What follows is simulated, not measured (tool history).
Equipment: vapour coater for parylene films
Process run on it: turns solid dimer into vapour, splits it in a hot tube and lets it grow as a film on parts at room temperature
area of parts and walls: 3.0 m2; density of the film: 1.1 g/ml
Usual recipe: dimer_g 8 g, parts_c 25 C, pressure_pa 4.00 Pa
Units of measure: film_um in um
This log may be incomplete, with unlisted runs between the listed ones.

| run | hour | dimer_g | parts_c | pressure_pa | film_um |
|---|---|---|---|---|---|
| 1 | 0.0 | 8 | 25 | 4.00 | 2.041 |
| 2 | 13.2 | 8 | 25 | 4.00 | 2.030 |
| 3 | 26.5 | 8 | 25 | 4.00 | 2.029 |
| 4 | 38.4 | 8 | 34 | 4.00 | 1.349 |
| 5 | 50.8 | 8 | 25 | 4.02 | 2.047 |
| 6 | 68.1 | 8 | 25 | 4.00 | 2.061 |
| 7 | 82.4 | 8 | 25 | 4.00 | 2.056 |
| 8 | 89.8 | 8 | 25 | 4.00 | 2.049 |
| 9 | 102.0 | 8 | 25 | 4.00 | 2.066 |
| 10 | 119.1 | 8 | 25 | 4.00 | 2.071 |
| 11 | 130.5 | 8 | 25 | 4.00 | 2.062 |
| 12 | 138.6 | 8 | 25 | 4.00 | 2.062 |
| 13 | 153.3 | 8 | 19 | 6.30 | 2.416 |
| 14 | 168.1 | 13 | 35 | 7.56 | 1.802 |
| 15 | 178.9 | 8 | 18 | 6.34 | 2.416 |
| 16 | 194.7 | 7 | 25 | 6.23 | 1.622 |
| 17 | 202.2 | 11 | 25 | 6.96 | 2.492 |
|  | 212.9 | gauge calibrated |
| 18 | 218.2 | 7 | 30 | 5.48 | 1.312 |
| 19 | 231.3 | 8 | 18 | 4.00 | 2.379 |
| 20 | 247.1 | 8 | 21 | 4.00 | 2.362 |
| 21 | 254.9 | 12 | 33 | 2.49 | 2.362 |
| 22 | 266.0 | 12 | 33 | 2.49 | 2.366 |
|  | 285.9 | trap's valve overhauled |
| 23 | 287.2 | 6 | 19 | 2.85 | 1.782 |
| 24 | 297.6 | 6 | 19 | 2.85 | 1.803 |

Consider 3 possible next runs. They are alternatives, not a sequence: every one starts from the tool as it was left by run 24. What does each give?
| A | 308.1 | 6 | 20 | 3.81 | ? |
| B | 308.1 | 9 | 29 | 3.94 | ? |
| C | 308.1 | 8 | 25 | 2.23 | ? |

| run | film_um |
|---|---|
| A | 1.787 |
| B | 1.922 |
| C | 2.379 |
With no hidden state in the tool, these same runs would have given:
| run | film_um |
|---|---|
| A | 1.772 |
| B | 1.907 |
| C | 2.360 |
